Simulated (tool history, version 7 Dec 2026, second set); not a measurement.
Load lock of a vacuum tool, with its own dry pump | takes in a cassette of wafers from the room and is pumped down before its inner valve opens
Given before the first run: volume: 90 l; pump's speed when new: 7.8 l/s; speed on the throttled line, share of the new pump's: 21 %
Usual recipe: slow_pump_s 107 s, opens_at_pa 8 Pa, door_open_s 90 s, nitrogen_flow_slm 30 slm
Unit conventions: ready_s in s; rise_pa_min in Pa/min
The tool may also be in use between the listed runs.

run	hour	slow_pump_s	opens_at_pa	door_open_s	nitrogen_flow_slm	incoming humidity of the room's air, %	ready_s	rise_pa_min
1	0.0	107	8	90	30	45.8	226.5	0.517
2	208.0	107	8	90	30	43.0	227.0	0.526
3	444.7	107	8	90	30	44.5	229.2	0.559
4	712.9	107	8	164	30	43.0	226.8	0.585
5	946.9	107	8	164	30	44.4	230.5	0.597
6	1140.4	107	8	190	30	45.1	231.1	0.616
7	1446.9	107	10	90	30	41.7	194.6	0.627
8	1756.9	107	10	90	30	44.1	192.1	0.658
9	2056.8	107	10	90	30	45.2	192.5	0.668
10	2263.1	107	8	90	30	42.3	196.8	0.671
11	2415.4	107	8	90	30	49.1	198.3	0.695
12	2638.8	107	8	90	30	49.0	196.5	0.727
13	2894.8	107	8	90	30	47.8	199.5	0.026
14	3202.1	107	8	90	30	45.6	198.3	0.029
15	3519.1	154	14	90	30	47.7	227.6	0.035
16	3773.4	136	14	91	30	44.6	214.3	0.042
17	3960.9	109	8	90	4	43.8	199.7	0.068
18	4120.0	69	8	90	10	43.8	171.0	0.068
19	4428.1	69	8	90	10	50.2	171.0	0.075
20	4632.4	107	7	41	8	47.3	202.6	0.065
21	4785.6	94	9	59	6	45.9	188.3	0.077
22	5057.1	94	9	59	6	42.7	191.0	0.079

Between the runs listed above, the log contained 2 entries, not reproduced here. Where in the sequence does each belong, and how does what the log doesn't record of the tool's condition differ from the listed run before to the listed run after?
Run 6 -> run 7: dry pump taken out, an overhauled one fitted (hour 1169.9)
  pump's speed, % of a new pump's: 71.5 -> 98.9; leak at the door's seal, Pa l/s: 0.8703 -> 0.9077
  measured value less the no-hidden-state value, ready_s: +35.7 -> +1.2 s; rise_pa_min: +0.574 -> +0.604 Pa/min
Run 12 -> run 13: door's seal changed, seat wiped (hour 2770.2)
  pump's speed, % of a new pump's: 96.7 -> 96.2; leak at the door's seal, Pa l/s: 1.0505 -> 0.0041
  measured value less the no-hidden-state value, ready_s: +3.2 -> +3.5 s; rise_pa_min: +0.694 -> +0.002 Pa/min

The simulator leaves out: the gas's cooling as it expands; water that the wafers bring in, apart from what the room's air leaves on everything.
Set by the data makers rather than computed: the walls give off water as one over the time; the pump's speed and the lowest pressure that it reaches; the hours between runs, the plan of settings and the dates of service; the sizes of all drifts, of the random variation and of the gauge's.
